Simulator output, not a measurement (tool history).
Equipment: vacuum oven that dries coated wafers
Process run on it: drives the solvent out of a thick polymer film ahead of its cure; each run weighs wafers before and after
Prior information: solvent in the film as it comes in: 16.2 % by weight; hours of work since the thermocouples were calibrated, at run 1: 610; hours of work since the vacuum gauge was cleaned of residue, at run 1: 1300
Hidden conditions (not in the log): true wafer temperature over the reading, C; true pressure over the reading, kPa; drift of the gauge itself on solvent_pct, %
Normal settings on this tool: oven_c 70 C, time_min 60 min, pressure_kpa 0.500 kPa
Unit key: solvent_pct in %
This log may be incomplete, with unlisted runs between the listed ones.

run    hour  oven_c  time_min  pressure_kpa  hours of work since the thermocouples were calibrated  hours of work since the vacuum gauge was cleaned of residue  solvent_pct
  1     0.0      70        60         0.500                                                    610                                                         1300         1.40
  2    91.9      70        60         0.500                                                    671                                                         1361         1.39
  3   192.5      70        60         0.500                                                    738                                                         1428         1.38
  4   250.4      70        60         0.500                                                    776                                                         1466         1.35
  5   337.1      70        60         0.500                                                    834                                                         1523         1.38
  6   403.7      70        60         0.500                                                    878                                                         1568         1.37
  7   482.7      70        60         0.500                                                    930                                                         1620         1.35
  8   562.2      70        60         0.682                                                    983                                                         1673         1.50
      591.6  -- oven's thermocouples calibrated
  9   686.9      70        60         0.682                                                     63                                                         1754         1.63
 10   767.4      70        60         0.500                                                    117                                                         1807         1.50
 11   874.4      70        60         0.786                                                    187                                                         1878         1.73
 12   969.5      70        60         0.786                                                    250                                                         1941         1.68
 13  1044.7      70        60         0.786                                                    300                                                         1991         1.76
 14  1127.1      70        60         0.786                                                    355                                                         2046         1.66
 15  1194.0      78        60         0.786                                                    399                                                         2090         0.82
 16  1291.6      70        60         0.726                                                    464                                                         2155         1.69
 17  1343.0      66        39         0.347                                                    498                                                         2189         3.70
 18  1448.3      66        39         0.347                                                    568                                                         2259         3.68
 19  1510.0      66        39         0.347                                                    609                                                         2300         3.76
 20  1606.9      66        74         0.558                                                    673                                                         2364         1.74
 21  1674.5      66        74         0.558                                                    718                                                         2409         1.74
 22  1752.3      70        53         0.424                                                    769                                                         2460         1.73
     1780.2  -- vacuum gauge cleaned of residue and calibrated
 23  1822.6      70        77         0.424                                                    815                                                           28         0.72
 24  1877.9      66        74         1.204                                                    852                                                           65         1.89
 25  1934.3      66        74         1.204                                                    889                                                          102         1.92
 26  2050.7      69        39         0.500                                                    966                                                          179         2.68

Branching from run 26: 3 alternative next runs. What would each branch give?
     2102.3  -- oven's thermocouples calibrated
  A  2173.1      59        30         0.500                                                     47                                                          259            ?
     2102.3  -- oven's thermocouples calibrated
  B  2173.1      69        34         0.388                                                     47                                                          259            ?
     2102.3  -- oven's thermocouples calibrated
  C  2173.1      80        39         0.500                                                     47                                                          259            ?

run  solvent_pct
  A         6.96
  B         3.39
  C         0.91
Without the tool's unlogged condition, the same runs would have read:
run  solvent_pct
  A         6.95
  B         3.39
  C         0.90
